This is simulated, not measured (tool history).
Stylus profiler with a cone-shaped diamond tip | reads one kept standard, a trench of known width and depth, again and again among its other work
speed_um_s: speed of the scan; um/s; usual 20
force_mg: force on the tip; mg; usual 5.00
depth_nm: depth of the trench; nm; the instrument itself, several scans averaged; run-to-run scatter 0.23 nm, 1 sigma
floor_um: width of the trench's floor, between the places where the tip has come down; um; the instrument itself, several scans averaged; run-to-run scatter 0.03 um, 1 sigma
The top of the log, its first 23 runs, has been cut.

run    hour  speed_um_s  force_mg  scans with this tip  hours of work since the height scale was calibrated  depth_nm  floor_um
 24  1012.4          20     10.73                14466                                                 1545   1052.93     94.49
 25  1064.0          71      1.97                14699                                                 1570   1022.59     94.30
 26  1125.2           7      7.38                14974                                                 1599   1043.28     94.43
 27  1168.4           7      7.38                15169                                                 1620   1043.26     94.44
 28  1215.7          66      3.08                15383                                                 1643   1027.49     94.27
 29  1253.1          11     13.70                15551                                                 1661   1061.22     94.39
 30  1295.3          11     13.70                15742                                                 1681   1061.36     94.35
 31  1354.9          11     13.70                16010                                                 1710   1061.25     94.31
 32  1385.8          11     13.70                16150                                                 1725   1061.06     94.36
 33  1441.8          11     13.70                16402                                                 1752   1061.43     94.35
 34  1481.9          23     13.70                16583                                                 1771   1061.81     94.31
 35  1519.7           8      5.00                16753                                                 1789   1035.81     94.31
 36  1574.9           8      5.00                17002                                                 1816   1036.24     94.25
 37  1614.1          51      5.00                17179                                                 1835   1036.31     94.20
 38  1669.0          78      4.60                17427                                                 1861   1035.21     94.14
 39  1705.1          28      7.75                17589                                                 1878   1045.53     94.25
     1757.4  -- new tip fitted, height scale calibrated
 40  1767.3          28      7.75                   45                                                    5   1036.05     95.89
 41  1811.1          33      3.66                  243                                                   26   1022.00     95.86
 42  1867.1          10      2.74                  495                                                   53   1018.41     95.90
 43  1929.2          29      8.77                  775                                                   83   1039.82     95.86
 44  1974.1          29      3.17                  977                                                  104   1020.58     95.73
 45  2017.2          51      4.17                 1172                                                  125   1024.82     95.70

Forecast each of these 3 alternatives for the next run:
  A  2044.6          15     13.69                 1295                                                  138         ?         ?
  B  2044.6          39      4.17                 1295                                                  138         ?         ?
  C  2044.6          32      1.82                 1295                                                  138         ?         ?

run  depth_nm  floor_um
  A   1053.44     95.82
  B   1024.65     95.77
  C   1014.62     95.73
With the hidden condition removed and each run's random variation left untouched, the same runs would have given:
run  depth_nm  floor_um
  A   1052.37     96.04
  B   1023.61     95.99
  C   1013.58     95.95
